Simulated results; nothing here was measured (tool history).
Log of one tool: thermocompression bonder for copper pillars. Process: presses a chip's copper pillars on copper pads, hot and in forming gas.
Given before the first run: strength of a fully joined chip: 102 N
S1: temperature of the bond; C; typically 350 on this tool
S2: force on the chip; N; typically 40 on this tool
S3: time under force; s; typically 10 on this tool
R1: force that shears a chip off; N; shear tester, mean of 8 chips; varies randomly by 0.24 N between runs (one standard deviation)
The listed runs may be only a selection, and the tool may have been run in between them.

run,day,S1,S2,S3,R1
1,0.000,350,40,10,52.8
2,0.904,350,40,10,52.5
3,1.812,350,40,10,52.5
4,2.908,350,32,10,44.4
5,3.850,350,32,10,44.5
6,4.533,350,40,10,52.4
7,5.379,350,40,10,52.2
8,6.000,350,40,10,52.0
9,7.179,350,40,10,51.6
10,7.971,350,40,10,51.6
11,8.904,350,40,10,52.0
12,9.875,350,40,15,58.6
13,10.783,350,40,15,58.2
14,11.767,350,40,15,58.1
15,12.858,346,49,14,62.7
16,13.517,340,40,7,41.7
17,14.558,340,40,6,39.7
18,15.858,367,28,6,37.1
19,16.642,364,40,5,44.7
20,17.846,364,40,5,44.0
21,19.138,364,40,5,44.2

Run 22 has not been measured yet. What should we expect?
22,20.412,357,40,16,?

{"run 22": {"R1": 60.7}}
On a tool with no hidden condition, and with the same random variation, this run would have come out at R1 63.1 N.
